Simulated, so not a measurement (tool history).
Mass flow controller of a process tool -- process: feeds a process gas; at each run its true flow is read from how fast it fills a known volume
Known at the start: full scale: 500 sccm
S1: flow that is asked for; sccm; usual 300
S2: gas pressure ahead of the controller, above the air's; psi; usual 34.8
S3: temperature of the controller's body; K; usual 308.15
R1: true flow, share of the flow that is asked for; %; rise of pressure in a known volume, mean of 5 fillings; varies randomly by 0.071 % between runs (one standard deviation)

run	hour	S1	S2	S3	R1
1	0	300	34.8	308.15	99.78
2	249.7	300	34.8	308.15	99.77
3	834.9	300	34.8	308.15	99.59
4	1105.2	300	34.8	298.15	98.8
5	1373.5	300	34.8	298.15	98.8
6	1800.4	435	34.8	308.15	99.95
# hour 1962.7: controller's zero set anew
7	2192.7	300	34.8	308.15	98.85
8	2587.3	82	34.8	308.15	98.01
9	2893.1	82	34.8	308.15	98.26
10	3347.6	300	26.5	308.15	98.24
11	3684.9	300	26.5	308.15	98.33
# hour 3829.3: controller exchanged for a calibrated one
12	3941.4	300	26.5	308.15	99.35
13	4409.2	300	26.5	308.15	99.47
14	4712	300	40	295.15	98.84
15	5024.7	330	34.8	308.15	99.86
16	5574	67	28.6	308.15	99.15
17	5886	67	28.6	308.15	99.22
18	6470.3	122	34.8	308.15	99.29
19	6892.5	322	34.8	308.15	99.81
20	7233.1	109	22.9	308.15	98.97
21	7474.9	109	22.9	308.15	99.02
22	7761.3	185	22.9	295.15	97.7
23	8125.5	430	37.7	308.15	100.07
24	8602	74	35.1	303.15	99.82

Alternative continuations, all from the tool just after run 24; predict every row:
A	9086.3	273	34.8	297.15	?
B	9086.3	215	30.2	303.15	?
C	9086.3	314	34.8	305.15	?
D	9086.3	55	35.1	296.15	?
E	9086.3	185	35.1	303.15	?

run	R1
A	98.48
B	98.62
C	99.26
D	100.29
E	99
Without the tool's unlogged condition, the same runs would have read:
run	R1
A	99.08
B	99.03
C	99.95
D	98.05
E	99.26
